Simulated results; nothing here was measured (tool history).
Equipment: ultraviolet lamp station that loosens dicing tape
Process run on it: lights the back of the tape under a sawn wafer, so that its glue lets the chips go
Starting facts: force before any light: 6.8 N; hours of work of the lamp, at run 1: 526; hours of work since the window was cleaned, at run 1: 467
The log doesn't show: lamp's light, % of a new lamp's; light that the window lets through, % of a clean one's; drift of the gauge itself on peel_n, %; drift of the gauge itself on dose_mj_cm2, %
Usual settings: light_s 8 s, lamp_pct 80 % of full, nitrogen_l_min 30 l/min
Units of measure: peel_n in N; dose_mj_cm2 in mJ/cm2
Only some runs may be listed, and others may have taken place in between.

run    hour  light_s  lamp_pct  nitrogen_l_min  hours of work of the lamp  hours of work since the window was cleaned  peel_n  dose_mj_cm2
  1     0.0        8        80              30                        526                                         467   0.725          143
  2    40.3        8        80              30                        551                                         492   0.756          144
  3    78.3        8        80              30                        574                                         515   0.800          137
      129.3  -- lamp changed
  4   140.7        8        80              30                          7                                         552   0.348          203
  5   224.1        8        80              30                         57                                         602   0.384          192
  6   277.0        8        73              30                         90                                         635   0.495          173
      319.9  -- window cleaned of glue's vapour
  7   352.5        8        85              30                        135                                          20   0.338          201
  8   434.9        8        86              30                        185                                          70   0.366          198
  9   513.8        8        86              30                        233                                         118   0.379          193
 10   563.5        8        86              30                        263                                         148   0.399          188
 11   638.5        8        86              30                        308                                         193   0.435          184
 12   701.3        8        80              30                        346                                         231   0.537          165
 13   781.5        8        80              30                        395                                         280   0.602          155
 14   837.8        8        80              30                        429                                         314   0.609          148
 15   894.3        8        80              30                        463                                         348   0.650          153
 16   938.0        8        80              30                        490                                         375   0.705          149
 17  1002.3        8        80              30                        529                                         414   0.705          141
 18  1045.1        8        80              30                        555                                         440   0.740          142
 19  1098.2        8        80              34                        587                                         472   0.731          136
     1126.7  -- lamp changed
 20  1155.4        8        80              30                         17                                         506   0.343          198
 21  1231.9        8        68              30                         64                                         552   0.550          164
 22  1288.6        8        68              30                         98                                         587   0.583          161
 23  1336.3        8        97              47                        127                                         616   0.180          223
 24  1374.0        5        89              25                        150                                         638   1.053          126
     1406.3  -- window cleaned of glue's vapour
 25  1413.3        5        89              25                        173                                           4   1.028          129
 26  1475.0        5        89              25                        211                                          42   1.025          125
 27  1517.3       12        81              18                        236                                          67   0.293          270
 28  1594.9        6        97              43                        283                                         114   0.450          155
 29  1648.9        5        65              22                        316                                         147   2.034           88
 30  1692.9        5        95              22                        343                                         174   1.240          122
 31  1731.2        5        95              22                        366                                         197   1.252          116
 32  1775.1        5        95              22                        393                                         224   1.340          118
 33  1824.6       13        87              39                        423                                         254   0.147          272
 34  1895.0       15        85              56                        465                                         296   0.130          293
 35  1954.0       15        85              56                        501                                         332   0.134          293
 36  2025.8       15        85              56                        545                                         376   0.130          280
 37  2094.8        9        80              58                        587                                         417   0.373          154
     2125.7  -- lamp changed
 38  2164.9        9        90              44                         24                                         459   0.169          253
 39  2209.2       11        80              18                         51                                         486   0.284          269
 40  2281.5        8        81              30                         94                                         530   0.391          192
 41  2328.6        5        63              34                        123                                         558   1.489           90
 42  2379.2        4        68              12                        154                                         589   2.910           77
 43  2443.8       12        91              29                        193                                         628   0.155          300

Across each entry between runs, compare the hidden state at the last listed run before it with the hidden state at the first listed run after it:
Runs 3 to 4: lamp changed (hour 129.3)
  lamp's light, % of a new lamp's: 68.3 -> 98.9; light that the window lets through, % of a clean one's: 96.3 -> 96
  what was measured, less what the result would be without the hidden state, peel_n: +0.477 -> +0.038 N; dose_mj_cm2: -71 -> -11 mJ/cm2
Runs 6 to 7: window cleaned of glue's vapour (hour 319.9)
  lamp's light, % of a new lamp's: 94.3 -> 91.9; light that the window lets through, % of a clean one's: 95.5 -> 99.4
  what was measured, less what the result would be without the hidden state, peel_n: +0.102 -> +0.061 N; dose_mj_cm2: -19 -> -19 mJ/cm2
Runs 19 to 20: lamp changed (hour 1126.7)
  lamp's light, % of a new lamp's: 67.1 -> 98.6; light that the window lets through, % of a clean one's: 96.5 -> 96.3
  what was measured, less what the result would be without the hidden state, peel_n: +0.449 -> +0.039 N; dose_mj_cm2: -73 -> -11 mJ/cm2
Runs 24 to 25: window cleaned of glue's vapour (hour 1406.3)
  lamp's light, % of a new lamp's: 91.2 -> 90; light that the window lets through, % of a clean one's: 95.4 -> 99.1
  what was measured, less what the result would be without the hidden state, peel_n: +0.239 -> +0.198 N; dose_mj_cm2: -19 -> -16 mJ/cm2
Runs 37 to 38: lamp changed (hour 2125.7)
  lamp's light, % of a new lamp's: 67.2 -> 98.2; light that the window lets through, % of a clean one's: 96.5 -> 96.2
  what was measured, less what the result would be without the hidden state, peel_n: +0.213 -> +0.013 N; dose_mj_cm2: -83 -> -14 mJ/cm2
